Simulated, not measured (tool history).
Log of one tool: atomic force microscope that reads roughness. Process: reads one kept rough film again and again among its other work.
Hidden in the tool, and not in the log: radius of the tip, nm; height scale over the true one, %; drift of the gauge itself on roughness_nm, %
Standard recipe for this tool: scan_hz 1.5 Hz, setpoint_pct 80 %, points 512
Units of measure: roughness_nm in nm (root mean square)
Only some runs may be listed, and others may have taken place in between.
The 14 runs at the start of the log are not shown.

run   hour  scan_hz  setpoint_pct  points  pictures with this tip  hours of work since the height scale was calibrated  roughness_nm
 15   81.8     2.16            80     512                      15                                                   52         0.446
 16   85.5      1.5            80     512                      20                                                   54         0.458
 17   91.3      1.5            80     512                      26                                                   57         0.461
 18   95.9      1.5            80     512                      32                                                   59         0.462
 19  101.7      1.5            80     512                      38                                                   61         0.461
 20  108.2      1.5            80     512                      46                                                   64         0.458
 21  112.7      1.5            80     512                      51                                                   66         0.454
 22  118.6      1.5            80     512                      58                                                   69         0.459
 23  123.1      1.5            80     512                      63                                                   71         0.458
 24  128.4      1.5            80     512                      69                                                   73         0.455
 25  132.9     0.91            73     484                      74                                                   75         0.478

What will run 26 give?
 26  141.5      1.5            80     541                      84                                                   79             ?

{"run 26": {"roughness_nm": 0.455}}
The same run, on a tool lacking any hidden state, would have yielded roughness_nm 0.466 nm (root mean square).
